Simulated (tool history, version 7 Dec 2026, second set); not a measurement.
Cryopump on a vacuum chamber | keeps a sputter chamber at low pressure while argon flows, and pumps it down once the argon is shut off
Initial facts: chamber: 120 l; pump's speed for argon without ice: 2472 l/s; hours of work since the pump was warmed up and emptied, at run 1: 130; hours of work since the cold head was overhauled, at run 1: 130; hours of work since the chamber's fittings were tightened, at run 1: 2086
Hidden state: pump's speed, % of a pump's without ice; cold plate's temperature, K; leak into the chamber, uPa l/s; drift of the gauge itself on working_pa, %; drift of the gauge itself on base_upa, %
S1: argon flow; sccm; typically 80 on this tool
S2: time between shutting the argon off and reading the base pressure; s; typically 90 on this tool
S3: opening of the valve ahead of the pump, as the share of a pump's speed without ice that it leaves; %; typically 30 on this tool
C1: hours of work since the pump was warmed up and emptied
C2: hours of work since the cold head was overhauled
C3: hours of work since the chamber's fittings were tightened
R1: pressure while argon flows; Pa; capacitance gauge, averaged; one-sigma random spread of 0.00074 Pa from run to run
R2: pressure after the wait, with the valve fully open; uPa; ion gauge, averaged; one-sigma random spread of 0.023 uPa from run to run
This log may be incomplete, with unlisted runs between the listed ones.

{"run": 1, "day": 0.0, "S1": 80, "S2": 90, "S3": 30, "C1": 130, "C2": 130, "C3": 2086, "R1": 0.1843, "R2": 1.44}
{"run": 2, "day": 0.612, "S1": 80, "S2": 90, "S3": 30, "C1": 138, "C2": 138, "C3": 2094, "R1": 0.1833, "R2": 1.48}
{"run": 3, "day": 1.142, "S1": 80, "S2": 207, "S3": 30, "C1": 144, "C2": 144, "C3": 2100, "R1": 0.1836, "R2": 1.12}
{"run": 4, "day": 2.004, "S1": 80, "S2": 207, "S3": 30, "C1": 155, "C2": 155, "C3": 2111, "R1": 0.1852, "R2": 1.13}
{"run": 5, "day": 2.7, "S1": 80, "S2": 207, "S3": 30, "C1": 164, "C2": 164, "C3": 2120, "R1": 0.1846, "R2": 1.15}
{"run": 6, "day": 3.392, "S1": 80, "S2": 90, "S3": 29, "C1": 172, "C2": 172, "C3": 2128, "R1": 0.1892, "R2": 1.52}
{"run": 7, "day": 4.3, "S1": 80, "S2": 90, "S3": 30, "C1": 183, "C2": 183, "C3": 2139, "R1": 0.185, "R2": 1.43}
{"run": 8, "day": 5.258, "S1": 80, "S2": 46, "S3": 30, "C1": 195, "C2": 195, "C3": 2151, "R1": 0.1862, "R2": 2.07}
{"run": 9, "day": 6.142, "S1": 80, "S2": 46, "S3": 30, "C1": 206, "C2": 206, "C3": 2162, "R1": 0.1846, "R2": 2.02}
{"run": 10, "day": 6.658, "S1": 80, "S2": 46, "S3": 30, "C1": 212, "C2": 212, "C3": 2168, "R1": 0.1857, "R2": 2.09}
{"run": 11, "day": 7.492, "S1": 80, "S2": 46, "S3": 30, "C1": 222, "C2": 222, "C3": 2179, "R1": 0.184, "R2": 2.03}
{"run": 12, "day": 8.275, "S1": 80, "S2": 46, "S3": 30, "C1": 232, "C2": 232, "C3": 2188, "R1": 0.1857, "R2": 2.09}
{"run": 13, "day": 9.188, "S1": 80, "S2": 90, "S3": 30, "C1": 243, "C2": 243, "C3": 2199, "R1": 0.1849, "R2": 1.53}
{"run": 14, "day": 10.079, "S1": 80, "S2": 90, "S3": 30, "C1": 254, "C2": 254, "C3": 2210, "R1": 0.1854, "R2": 1.57}
{"run": 15, "day": 11.038, "S1": 80, "S2": 90, "S3": 16, "C1": 266, "C2": 266, "C3": 2222, "R1": 0.3457, "R2": 1.48}
{"run": 16, "day": 11.962, "S1": 83, "S2": 86, "S3": 36, "C1": 277, "C2": 277, "C3": 2233, "R1": 0.1613, "R2": 1.57}
{"run": 17, "day": 12.796, "S1": 61, "S2": 86, "S3": 32, "C1": 288, "C2": 288, "C3": 2244, "R1": 0.1333, "R2": 1.54}
{"run": 18, "day": 13.283, "S1": 61, "S2": 86, "S3": 32, "C1": 294, "C2": 294, "C3": 2250, "R1": 0.1336, "R2": 1.58}
{"run": 19, "day": 14.196, "S1": 122, "S2": 90, "S3": 19, "C1": 305, "C2": 305, "C3": 2261, "R1": 0.4451, "R2": 1.47}
{"run": 20, "day": 14.754, "S1": 37, "S2": 102, "S3": 19, "C1": 312, "C2": 312, "C3": 2268, "R1": 0.1349, "R2": 1.5}
{"run": 21, "day": 15.721, "S1": 51, "S2": 52, "S3": 40, "C1": 324, "C2": 324, "C3": 2280, "R1": 0.0893, "R2": 1.99}
{"run": 22, "day": 16.333, "S1": 51, "S2": 52, "S3": 40, "C1": 331, "C2": 331, "C3": 2287, "R1": 0.0898, "R2": 1.97}
{"run": 23, "day": 17.358, "S1": 45, "S2": 34, "S3": 24, "C1": 344, "C2": 344, "C3": 2300, "R1": 0.1304, "R2": 2.49}
{"run": 24, "day": 18.042, "S1": 68, "S2": 20, "S3": 17, "C1": 352, "C2": 352, "C3": 2308, "R1": 0.2778, "R2": 3.79}
{"run": 25, "day": 18.604, "S1": 68, "S2": 20, "S3": 17, "C1": 359, "C2": 359, "C3": 2315, "R1": 0.2771, "R2": 3.71}
{"run": 26, "day": 19.721, "S1": 80, "S2": 32, "S3": 30, "C1": 373, "C2": 373, "C3": 2329, "R1": 0.1865, "R2": 2.61}
{"run": 27, "day": 20.642, "S1": 46, "S2": 146, "S3": 54, "C1": 384, "C2": 384, "C3": 2340, "R1": 0.0606, "R2": 1.4}
{"run": 28, "day": 21.217, "S1": 46, "S2": 146, "S3": 54, "C1": 391, "C2": 391, "C3": 2347, "R1": 0.0611, "R2": 1.38}
{"run": 29, "day": 21.979, "S1": 44, "S2": 30, "S3": 42, "C1": 401, "C2": 401, "C3": 2357, "R1": 0.0749, "R2": 2.79}
{"run": 30, "day": 22.808, "S1": 44, "S2": 30, "S3": 42, "C1": 411, "C2": 411, "C3": 2367, "R1": 0.0743, "R2": 2.84}

Same runs, no hidden state in the tool, same run-to-run variation:
run=1 R1=0.1827 R2=0.71
run=2 R1=0.1816 R2=0.76
run=3 R1=0.1818 R2=0.39
run=4 R1=0.1833 R2=0.39
run=5 R1=0.1826 R2=0.41
run=6 R1=0.1871 R2=0.76
run=7 R1=0.1828 R2=0.69
run=8 R1=0.1838 R2=1.32
run=9 R1=0.1821 R2=1.25
run=10 R1=0.1831 R2=1.32
run=11 R1=0.1813 R2=1.27
run=12 R1=0.1828 R2=1.3
run=13 R1=0.1819 R2=0.74
run=14 R1=0.1823 R2=0.77
run=15 R1=0.3424 R2=0.71
run=16 R1=0.1577 R2=0.75
run=17 R1=0.1306 R2=0.74
run=18 R1=0.1308 R2=0.76
run=19 R1=0.4393 R2=0.68
run=20 R1=0.1331 R2=0.67
run=21 R1=0.0867 R2=1.17
run=22 R1=0.0872 R2=1.16
run=23 R1=0.128 R2=1.67
run=24 R1=0.2741 R2=2.93
run=25 R1=0.2733 R2=2.86
run=26 R1=0.1819 R2=1.77
run=27 R1=0.0578 R2=0.53
run=28 R1=0.0583 R2=0.5
run=29 R1=0.0721 R2=1.93
run=30 R1=0.0714 R2=1.95
